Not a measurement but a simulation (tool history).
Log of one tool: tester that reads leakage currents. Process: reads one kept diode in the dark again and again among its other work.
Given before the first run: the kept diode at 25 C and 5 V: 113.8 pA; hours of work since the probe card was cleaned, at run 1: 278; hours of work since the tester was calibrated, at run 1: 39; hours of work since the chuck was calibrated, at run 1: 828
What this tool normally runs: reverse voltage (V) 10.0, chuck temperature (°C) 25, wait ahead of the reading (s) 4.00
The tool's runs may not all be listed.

run,hour,reverse voltage (V),chuck temperature (°C),wait ahead of the reading (s),hours of work since the probe card was cleaned,hours of work since the tester was calibrated,hours of work since the chuck was calibrated,current that the tester gives (pA)
1,0.0,10.0,25,4.00,278,39,828,137.92
2,18.6,10.0,25,4.00,287,48,837,137.37
# hour 35.0: chuck's temperature calibrated
3,35.4,10.6,25,4.00,295,56,0,171.19
4,52.9,10.6,25,4.00,304,65,9,170.28
5,70.6,10.6,25,4.00,313,74,18,170.92
6,90.0,10.6,25,4.00,323,83,28,170.67
7,116.4,10.6,25,4.00,336,97,42,170.05
8,146.3,10.6,25,4.00,351,112,57,170.09
9,160.6,10.0,45,4.00,359,119,64,951.32
10,194.0,10.0,45,4.00,376,137,81,943.86
11,219.1,10.0,45,4.00,389,149,94,946.49
# hour 224.4: probe card cleaned and baked
12,247.4,17.4,25,4.00,12,162,107,225.85
13,261.8,10.0,25,4.38,19,170,114,164.52
14,290.3,10.0,33,0.69,34,184,129,341.67
15,308.8,10.0,33,0.69,43,194,138,339.64
16,335.1,10.0,51,0.75,57,207,152,1537.36
17,354.7,10.0,24,0.75,67,217,162,153.56
18,389.1,10.0,24,0.75,84,235,179,153.23
19,424.1,1.2,25,1.14,102,253,197,50.89
# hour 436.3: probe card cleaned and baked, once more
20,453.6,1.2,25,1.14,9,266,211,49.78

Consider 5 possible next runs. They are alternatives, not a sequence: every one starts from the tool as it was left by run 20. What does each give?
A,473.7,2.1,55,0.85,19,276,221,?
B,473.7,10.0,26,0.45,19,276,221,?
C,473.7,1.2,25,4.10,19,276,221,?
D,473.7,1.2,60,5.75,19,276,221,?
E,473.7,2.1,42,2.98,19,276,221,?

run,current that the tester gives (pA)
A,892.40
B,175.65
C,49.57
D,981.08
E,306.54
The same runs, with their run-to-run variation unchanged, on a tool lacking any hidden condition would have given:
run,current that the tester gives (pA)
A,951.97
B,189.05
C,53.59
D,1044.58
E,328.81

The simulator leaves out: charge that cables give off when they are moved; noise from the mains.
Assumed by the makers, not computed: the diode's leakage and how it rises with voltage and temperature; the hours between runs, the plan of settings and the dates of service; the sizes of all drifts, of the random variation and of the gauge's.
